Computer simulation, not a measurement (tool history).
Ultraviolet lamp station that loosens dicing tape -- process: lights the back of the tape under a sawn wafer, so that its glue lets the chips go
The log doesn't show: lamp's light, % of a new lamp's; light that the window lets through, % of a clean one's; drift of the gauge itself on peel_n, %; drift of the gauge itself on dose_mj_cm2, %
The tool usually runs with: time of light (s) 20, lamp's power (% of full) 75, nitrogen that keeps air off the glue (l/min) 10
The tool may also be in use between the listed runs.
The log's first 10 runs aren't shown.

run   hour  time of light (s)  lamp's power (% of full)  nitrogen that keeps air off the glue (l/min)  hours of work of the lamp  hours of work since the window was cleaned  force that peels the tape off (N)  light that reached the tape (mJ/cm2)
 11   75.2                 35                        75                                            10                        282                                          52                              0.381                                   419
 12   82.6                 20                        75                                             7                        287                                          57                              1.466                                   233
 13   90.5                 20                        75                                            20                        293                                          63                              0.869                                   236
 14  100.3                 18                        75                                            10                        300                                          71                              1.478                                   213
 15  105.8                 20                        75                                            10                        304                                          75                              1.242                                   231
 16  112.7                 20                        75                                            18                        309                                          80                              0.907                                   232
 17  120.1                 33                        75                                            10                        315                                          85                              0.425                                   382
 18  129.3                 20                        70                                            10                        321                                          92                              1.405                                   216
 19  135.5                 14                        91                                            10                        326                                          96                              1.624                                   194
 20  141.5                 25                        81                                            10                        330                                         101                              0.662                                   313
 21  151.1                 22                        81                                            11                        338                                         108                              0.870                                   274
 22  156.9                 32                        65                                             3                        342                                         112                              1.408                                   322
 23  161.0                 32                        65                                            11                        345                                         115                              0.633                                   319
 24  170.8                 12                        98                                             4                        352                                         123                              2.894                                   178
 25  179.3                 34                        93                                             6                        358                                         129                              0.356                                   478
 26  185.7                 34                        93                                             6                        363                                         134                              0.376                                   479
 27  191.6                 34                        93                                             6                        367                                         138                              0.374                                   483
 28  198.2                 34                        93                                             6                        372                                         143                              0.369                                   475
 29  205.0                 12                        75                                            10                        377                                         148                              2.780                                   137
 30  210.8                 17                        66                                             7                        382                                         152                              2.419                                   171
 31  217.4                 13                        60                                             8                        386                                         157                              3.405                                   113
 32  222.9                 13                        60                                             8                        391                                         161                              3.445                                   116
 33  231.4                 19                        85                                             4                        397                                         167                              1.918                                   241

5 options for the next run, each taken on its own from the tool as it stands now. Forecast them:
  A  235.5                 20                        75                                            13                        400                                         170                                  ?                                     ?
  B  235.5                 21                        72                                            20                        400                                         170                                  ?                                     ?
  C  235.5                 20                        77                                            10                        400                                         170                                  ?                                     ?
  D  235.5                 28                        67                                             4                        400                                         170                                  ?                                     ?
  E  235.5                 19                        85                                             6                        400                                         170                                  ?                                     ?

run  force that peels the tape off (N)  light that reached the tape (mJ/cm2)
  A                              1.183                                   220
  B                              0.974                                   230
  C                              1.283                                   230
  D                              1.411                                   279
  E                              1.511                                   240
With the hidden condition removed and each run's random variation left untouched, the same runs would have given:
run  force that peels the tape off (N)  light that reached the tape (mJ/cm2)
  A                              0.877                                   256
  B                              0.710                                   267
  C                              0.957                                   268
  D                              1.071                                   324
  E                              1.152                                   280
